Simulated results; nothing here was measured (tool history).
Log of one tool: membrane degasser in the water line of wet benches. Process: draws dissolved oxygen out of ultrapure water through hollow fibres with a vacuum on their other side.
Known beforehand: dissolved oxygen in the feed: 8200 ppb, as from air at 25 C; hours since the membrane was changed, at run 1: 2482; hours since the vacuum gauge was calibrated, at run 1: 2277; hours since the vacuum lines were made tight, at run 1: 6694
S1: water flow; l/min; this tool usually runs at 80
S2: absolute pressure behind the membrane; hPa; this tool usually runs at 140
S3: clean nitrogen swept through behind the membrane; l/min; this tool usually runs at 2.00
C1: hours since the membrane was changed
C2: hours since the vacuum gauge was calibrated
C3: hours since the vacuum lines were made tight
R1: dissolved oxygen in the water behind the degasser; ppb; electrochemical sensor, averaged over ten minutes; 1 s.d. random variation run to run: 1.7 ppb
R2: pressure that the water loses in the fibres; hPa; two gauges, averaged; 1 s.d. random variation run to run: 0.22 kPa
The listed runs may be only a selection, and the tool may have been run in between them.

Run 1, day 0.000: usual settings; C1 2482; C2 2277; C3 6694. Result: R1 801.4 ppb, R2 521.6 hPa.
Run 2, day 6.350: usual settings; C1 2634; C2 2430; C3 6846. Result: R1 799.7 ppb, R2 521.4 hPa.
Run 3, day 11.683: usual settings; C1 2762; C2 2558; C3 6974. Result: R1 802.8 ppb, R2 525.3 hPa.
Run 4, day 21.054: usual settings; C1 2987; C2 2783; C3 7199. Result: R1 799.8 ppb, R2 526.2 hPa.
Run 5, day 26.625: usual settings; C1 3121; C2 2916; C3 7333. Result: R1 799.3 ppb, R2 526.0 hPa.
Run 6, day 31.104: usual settings; C1 3228; C2 3024; C3 7440. Result: R1 802.9 ppb, R2 524.6 hPa.
Run 7, day 38.788: usual settings; C1 3413; C2 3208; C3 7625. Result: R1 803.5 ppb, R2 523.8 hPa.
Run 8, day 48.167: usual settings but S2 304 hPa, S3 1.97 l/min; C1 3638; C2 3433; C3 7850. Result: R1 1805.6 ppb, R2 522.4 hPa.
Run 9, day 54.642: usual settings but S1 50 l/min, S2 177 hPa, S3 3.04 l/min; C1 3793; C2 3589; C3 8005. Result: R1 510.8 ppb, R2 329.4 hPa.
Run 10, day 62.217: usual settings but S1 66 l/min, S3 1.38 l/min; C1 3975; C2 3771; C3 8187. Result: R1 909.2 ppb, R2 431.7 hPa.
Run 11, day 70.842: usual settings but S1 93 l/min, S2 112 hPa, S3 2.07 l/min; C1 4182; C2 3977; C3 8394. Result: R1 667.4 ppb, R2 611.5 hPa.
At day 73.667: vacuum gauge calibrated.
Run 12, day 78.250: usual settings but S1 75 l/min, S2 189 hPa, S3 1.10 l/min; C1 4359; C2 110; C3 8571. Result: R1 1607.0 ppb, R2 492.0 hPa.
Run 13, day 87.683: usual settings but S1 75 l/min, S2 189 hPa, S3 1.10 l/min; C1 4586; C2 336; C3 8798. Result: R1 1602.0 ppb, R2 491.4 hPa.

Here are 4 independent what-if runs from the current tool condition. What would each one return?
Run A, day 95.267: usual settings but S1 52 l/min, S2 92 hPa, S3 1.06 l/min; C1 4768; C2 518; C3 8980. Result: R1 ?, R2 ?.
Run B, day 95.267: usual settings but S3 1.86 l/min; C1 4768; C2 518; C3 8980. Result: R1 ?, R2 ?.
Run C, day 95.267: usual settings but S1 75 l/min, S2 189 hPa, S3 2.34 l/min; C1 4768; C2 518; C3 8980. Result: R1 ?, R2 ?.
Run D, day 95.267: usual settings but S2 108 hPa, S3 5.00 l/min; C1 4768; C2 518; C3 8980. Result: R1 ?, R2 ?.

run     R1     R2
  A  535.2  341.2
  B  844.0  531.2
  C  949.0  491.5
  D  274.1  525.1
With no hidden state in the tool, these same runs would have given:
run     R1     R2
  A  535.0  341.0
  B  843.8  531.0
  C  948.9  491.3
  D  274.0  524.9
